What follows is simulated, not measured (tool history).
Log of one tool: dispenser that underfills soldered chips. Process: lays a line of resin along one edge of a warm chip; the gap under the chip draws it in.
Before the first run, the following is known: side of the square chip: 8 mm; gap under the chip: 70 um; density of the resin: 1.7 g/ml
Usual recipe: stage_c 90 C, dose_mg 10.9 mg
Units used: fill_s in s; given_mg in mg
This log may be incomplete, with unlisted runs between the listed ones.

run,hour,stage_c,dose_mg,fill_s,given_mg
1,0.0,90,10.9,45.2,10.48
# hour 3.3: new syringe of resin
2,7.6,90,10.9,37.9,10.54
# hour 16.2: new syringe of resin
3,17.3,90,10.2,34.8,9.85
# hour 22.7: dispensing valve cleaned and set on the balance
4,26.7,90,10.2,47.4,10.21
# hour 30.1: new syringe of resin
5,33.6,90,10.2,36.7,10.10
6,41.5,90,10.9,48.5,10.79
# hour 42.9: new syringe of resin
7,52.2,96,10.9,35.9,10.73
# hour 55.4: new syringe of resin
8,62.1,90,10.4,41.1,10.21
# hour 68.9: new syringe of resin
9,69.0,90,10.4,32.0,10.19
# hour 82.1: new syringe of resin
10,82.1,90,10.4,32.7,10.15
# hour 95.1: new syringe of resin
11,97.2,90,10.0,35.7,9.69
12,106.7,90,10.0,51.2,9.57
# hour 107.7: new syringe of resin
13,118.5,90,10.0,50.7,9.59
# hour 120.7: new syringe of resin
# hour 124.0: dispensing valve cleaned and set on the balance
14,131.3,90,10.7,47.3,10.61
# hour 134.3: new syringe of resin
15,137.7,90,10.7,35.3,10.59
# hour 147.1: new syringe of resin
16,147.9,90,10.7,32.1,10.62
17,159.2,90,11.8,49.7,11.58
# hour 160.2: new syringe of resin
18,167.1,90,11.8,41.6,11.57
# hour 172.9: new syringe of resin
19,179.3,82,10.9,57.4,10.63
# hour 185.5: new syringe of resin
20,194.6,97,11.8,35.3,11.41
# hour 198.4: new syringe of resin
21,208.0,97,11.8,35.7,11.32
# hour 211.0: new syringe of resin
22,222.2,79,9.9,82.0,9.42
# hour 224.7: new syringe of resin
# hour 225.7: dispensing valve cleaned and set on the balance
23,232.3,79,9.9,69.9,9.87
# hour 239.5: new syringe of resin
24,240.1,81,10.1,49.2,10.10
25,251.4,105,12.1,27.3,12.00
# hour 252.3: new syringe of resin
26,263.7,105,12.1,28.2,11.93
# hour 265.1: new syringe of resin
27,270.8,93,14.0,35.2,13.73
# hour 277.6: new syringe of resin
28,282.4,89,9.7,43.3,9.40
# hour 291.2: new syringe of resin
29,296.7,91,10.2,39.5,9.89
# hour 304.0: new syringe of resin
30,308.1,92,10.2,35.0,9.83
# hour 316.9: new syringe of resin
31,320.2,92,10.2,35.3,9.70
# hour 326.7: dispensing valve cleaned and set on the balance
# hour 331.0: new syringe of resin
32,331.0,81,10.9,47.6,10.91
33,338.1,78,11.8,72.8,11.74
# hour 343.5: new syringe of resin
34,345.8,94,10.5,31.0,10.47
# hour 356.2: new syringe of resin
35,359.8,94,10.5,31.9,10.43

Forecast each of these 3 alternatives for the next run:
# hour 369.5: new syringe of resin
A,370.3,103,12.0,?,?
# hour 369.5: new syringe of resin
B,370.3,87,10.9,?,?
# hour 369.5: new syringe of resin
C,370.3,97,13.1,?,?

run,fill_s,given_mg
A,19.6,11.86
B,38.5,10.70
C,25.1,12.90
Without the tool's unlogged condition, the same runs would have read:
run,fill_s,given_mg
A,17.4,12.06
B,33.9,10.88
C,22.3,13.12
